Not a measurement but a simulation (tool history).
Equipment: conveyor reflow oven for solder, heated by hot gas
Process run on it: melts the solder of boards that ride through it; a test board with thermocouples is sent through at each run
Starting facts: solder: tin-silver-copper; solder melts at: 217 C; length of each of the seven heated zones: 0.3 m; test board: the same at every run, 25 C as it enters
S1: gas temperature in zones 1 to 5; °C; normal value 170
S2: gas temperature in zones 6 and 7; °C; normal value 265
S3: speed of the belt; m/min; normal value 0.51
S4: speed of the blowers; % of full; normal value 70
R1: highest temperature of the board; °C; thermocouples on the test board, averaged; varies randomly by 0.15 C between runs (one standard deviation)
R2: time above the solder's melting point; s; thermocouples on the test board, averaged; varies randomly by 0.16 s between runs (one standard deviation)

run   hour   S1   S2     S3  S4     R1    R2
  1      0  170  265   0.51  70    250  50.4
  2     11  170  265  0.485  70  251.6  54.6
  3   16.8  170  265   0.51  70  249.9  50.6
  4   22.5  170  276   0.51  70  259.8  56.5
  5     35  170  276   0.51  70  259.7  56.6
  6   47.1  170  264   0.51  70    249  50.2
  7   54.5  170  264   0.51  70    249  50.1
  8     60  170  265   0.51  70  250.3  50.6
  9   65.1  180  265   0.51  70  251.7  54.9
 10   73.3  170  265   0.51  72  250.3  50.9
 11   83.8  170  254   0.51  70  240.3    43
 12   93.8  170  254   0.51  70  240.3  42.8
 13     99  170  254   0.51  70  240.2  43.1
 14  110.6  170  254   0.51  70  240.5  42.9
 15  120.3  170  254   0.51  70  240.3  42.8
 16  127.4  170  254  0.426  70  244.5  58.5
       132  -- belt drive overhauled, speed set with a stopwatch
 17  142.5  170  265   0.51  63  248.5  49.8
 18  148.2  170  265  0.474  51  248.9  53.2
 19  155.3  170  265  0.474  51  249.1    53
     170.7  -- belt drive overhauled, speed set with a stopwatch, once more
 20  171.2  165  266  0.585  70  244.6  37.7
 21  176.6  165  259   0.52  75  243.6  42.7
 22  183.7  165  259   0.52  75  243.9  42.8
 23  191.2  165  259   0.52  75  243.4  42.9
 24  201.2  182  263  0.594  67  244.8  41.7
 25    211  182  263  0.421  67  254.3  70.2
 26  222.4  170  265  0.605  70  243.9  36.7
 27  229.3  170  265  0.605  70  243.6  36.4
 28  238.1  157  271  0.601  70    246  35.5
 29  246.4  157  260   0.48  50    241  40.9

Alternative continuations, all from the tool just after run 29; predict every row:
  A  255.2  157  260   0.48  56   ?   ?
  B  255.2  173  265  0.417  70   ?   ?
  C  255.2  185  275   0.48  77   ?   ?
  D  255.2  157  260   0.48  58   ?   ?
  E  255.2  155  260   0.48  50   ?   ?

run     R1    R2
  A  242.4  42.8
  B  255.3  68.8
  C  263.6  67.2
  D  242.9  43.3
  E  240.8  39.8
Take away the tool's hidden state, keep each run's random variation, and the runs would have read:
run     R1    R2
  A  243.2    44
  B  255.9  69.4
  C  264.3  67.7
  D  243.7  44.5
  E  241.7    41
